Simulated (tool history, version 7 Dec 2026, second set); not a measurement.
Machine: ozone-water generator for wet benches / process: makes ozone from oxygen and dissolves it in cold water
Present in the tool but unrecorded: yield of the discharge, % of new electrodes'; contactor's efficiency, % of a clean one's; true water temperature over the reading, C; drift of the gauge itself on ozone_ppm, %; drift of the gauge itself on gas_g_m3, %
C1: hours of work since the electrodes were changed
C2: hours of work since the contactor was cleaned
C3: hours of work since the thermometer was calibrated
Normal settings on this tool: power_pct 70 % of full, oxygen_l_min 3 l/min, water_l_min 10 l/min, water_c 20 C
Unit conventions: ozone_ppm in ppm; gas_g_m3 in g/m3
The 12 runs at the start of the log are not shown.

Run 13, hour 344: usual settings but power_pct 46 % of full, oxygen_l_min 1.89 l/min, water_c 17 C; C1 509; C2 5896; C3 3966. Result: ozone_ppm 11.7 ppm, gas_g_m3 153.4 g/m3.
Run 14, hour 386.6: usual settings but oxygen_l_min 2.39 l/min; C1 535; C2 5923; C3 3992. Result: ozone_ppm 15.6 ppm, gas_g_m3 186.3 g/m3.
Run 15, hour 422.1: usual settings but water_c 13 C; C1 557; C2 5944; C3 4014. Result: ozone_ppm 17.5 ppm, gas_g_m3 165.5 g/m3.
At hour 424.9: water thermometer calibrated.
Run 16, hour 447.9: usual settings; C1 573; C2 5960; C3 14. Result: ozone_ppm 15.6 ppm, gas_g_m3 166.5 g/m3.
Run 17, hour 469.1: usual settings but power_pct 52 % of full, water_c 27 C; C1 586; C2 5973; C3 27. Result: ozone_ppm 11 ppm, gas_g_m3 133.2 g/m3.
Run 18, hour 497: usual settings but power_pct 59 % of full, oxygen_l_min 1.61 l/min, water_c 27 C; C1 603; C2 5990; C3 44. Result: ozone_ppm 12.4 ppm, gas_g_m3 205.2 g/m3.
Run 19, hour 524.3: usual settings but power_pct 59 % of full, oxygen_l_min 1.61 l/min, water_c 27 C; C1 620; C2 6007; C3 61. Result: ozone_ppm 12 ppm, gas_g_m3 204.9 g/m3.
Run 20, hour 560.9: usual settings but oxygen_l_min 4.58 l/min; C1 642; C2 6029; C3 83. Result: ozone_ppm 15.1 ppm, gas_g_m3 133.1 g/m3.
At hour 575.3: water thermometer calibrated, once more.
Run 21, hour 601.1: usual settings but oxygen_l_min 4.58 l/min; C1 666; C2 6054; C3 16. Result: ozone_ppm 15 ppm, gas_g_m3 134.3 g/m3.
Run 22, hour 633.7: usual settings but oxygen_l_min 4.58 l/min, water_c 14 C; C1 686; C2 6074; C3 36. Result: ozone_ppm 16.8 ppm, gas_g_m3 134.4 g/m3.
Run 23, hour 672.6: usual settings but power_pct 44 % of full, water_c 12 C; C1 710; C2 6098; C3 60. Result: ozone_ppm 12.6 ppm, gas_g_m3 118.7 g/m3.
Run 24, hour 693.6: usual settings but power_pct 69 % of full, oxygen_l_min 4.81 l/min, water_l_min 9 l/min, water_c 22 C; C1 723; C2 6110; C3 73. Result: ozone_ppm 15.4 ppm, gas_g_m3 128.8 g/m3.
Run 25, hour 728.2: usual settings but power_pct 69 % of full, oxygen_l_min 4.81 l/min, water_l_min 9 l/min, water_c 22 C; C1 744; C2 6132; C3 94. Result: ozone_ppm 15.3 ppm, gas_g_m3 128.5 g/m3.
Run 26, hour 760: usual settings but power_pct 69 % of full, oxygen_l_min 4.81 l/min, water_l_min 9 l/min, water_c 22 C; C1 764; C2 6151; C3 113. Result: ozone_ppm 15.7 ppm, gas_g_m3 128 g/m3.
Run 27, hour 778: usual settings but power_pct 68 % of full, oxygen_l_min 2.27 l/min, water_l_min 12 l/min; C1 775; C2 6162; C3 124. Result: ozone_ppm 12.5 ppm, gas_g_m3 189.3 g/m3.
Run 28, hour 801.8: usual settings but power_pct 68 % of full, oxygen_l_min 2.27 l/min, water_l_min 12 l/min; C1 790; C2 6177; C3 139. Result: ozone_ppm 12.4 ppm, gas_g_m3 188.6 g/m3.
Run 29, hour 839.1: usual settings but power_pct 68 % of full, oxygen_l_min 2.27 l/min, water_l_min 12 l/min; C1 813; C2 6200; C3 162. Result: ozone_ppm 12.5 ppm, gas_g_m3 188.3 g/m3.
Run 30, hour 866.9: usual settings but water_l_min 15 l/min, water_c 16 C; C1 830; C2 6217; C3 179. Result: ozone_ppm 10.7 ppm, gas_g_m3 165.4 g/m3.
Run 31, hour 896.9: usual settings but water_l_min 11 l/min; C1 848; C2 6235; C3 197. Result: ozone_ppm 14.1 ppm, gas_g_m3 167 g/m3.

Here are 5 independent what-if runs from the current tool condition. What would each one return?
Run A, hour 916.6: usual settings but power_pct 49 % of full; C1 860; C2 6247; C3 210. Result: ozone_ppm ?, gas_g_m3 ?.
Run B, hour 916.6: usual settings but power_pct 62 % of full, water_l_min 11 l/min, water_c 19 C; C1 860; C2 6247; C3 210. Result: ozone_ppm ?, gas_g_m3 ?.
Run C, hour 916.6: usual settings but water_l_min 12 l/min; C1 860; C2 6247; C3 210. Result: ozone_ppm ?, gas_g_m3 ?.
Run D, hour 916.6: usual settings but power_pct 96 % of full, water_l_min 9 l/min; C1 860; C2 6247; C3 210. Result: ozone_ppm ?, gas_g_m3 ?.
Run E, hour 916.6: usual settings but power_pct 71 % of full, oxygen_l_min 1.91 l/min; C1 860; C2 6247; C3 210. Result: ozone_ppm ?, gas_g_m3 ?.

run  ozone_ppm  gas_g_m3
  A       11.8     126.4
  B       13.1     150.8
  C       12.7       166
  D       21.3     210.2
  E       15.4     212.5
Take away the tool's hidden state, keep each run's random variation, and the runs would have read:
run  ozone_ppm  gas_g_m3
  A       12.6     127.1
  B         14     151.9
  C       13.7     167.3
  D       22.8     212.2
  E       16.5     214.2
